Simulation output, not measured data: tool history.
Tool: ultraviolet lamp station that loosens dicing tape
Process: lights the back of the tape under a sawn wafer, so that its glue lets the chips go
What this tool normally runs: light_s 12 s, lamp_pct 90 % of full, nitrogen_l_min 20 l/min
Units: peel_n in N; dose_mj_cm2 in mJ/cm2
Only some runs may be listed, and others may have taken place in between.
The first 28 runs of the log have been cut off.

run   hour  light_s  lamp_pct  nitrogen_l_min  hours of work of the lamp  hours of work since the window was cleaned  peel_n  dose_mj_cm2
 29  285.3        8        73               6                        200                                         417   4.996          239
 30  293.8       21        77              18                        204                                         420   0.643          662
 31  299.6       21        77              18                        206                                         423   0.609          665
 32  311.6       21        77              18                        211                                         428   0.649          671
 33  319.3       21        77              18                        214                                         431    0.64          664
 34  324.8       23        90               8                        217                                         433   0.758          850
 35  335.4       12        64              29                        221                                         438   1.941          314
 36  347.7        6        71              29                        226                                         443   4.068          174
 37  353.9        6        71               9                        229                                         445   5.757          173
 38  363.9        6        71               9                        233                                         450   5.811          168
 39  375.7        6        86               9                        238                                         455   4.847          213
 40  388.3        6        86               9                        243                                         460   5.098          208
 41  397.2       21        90              20                        247                                         464   0.443          754
 42  409.4       21        90              20                        252                                         469    0.44          752

Forecast each of these 5 alternatives for the next run:
  A  415.1       21        88              16                        255                                         471       ?            ?
  B  415.1        9        73              29                        255                                         471       ?            ?
  C  415.1       12        77              20                        255                                         471       ?            ?
  D  415.1        6        82              20                        255                                         471       ?            ?
  E  415.1       12        90               6                        255                                         471       ?            ?

run  peel_n  dose_mj_cm2
  A   0.566          733
  B   2.435          257
  C    1.89          372
  D   4.055          198
  E   2.829          434
Take away the tool's hidden state, keep each run's random variation, and the runs would have read:
run  peel_n  dose_mj_cm2
  A    0.35          946
  B   1.643          333
  C   1.196          480
  D   3.094          255
  E   1.989          560
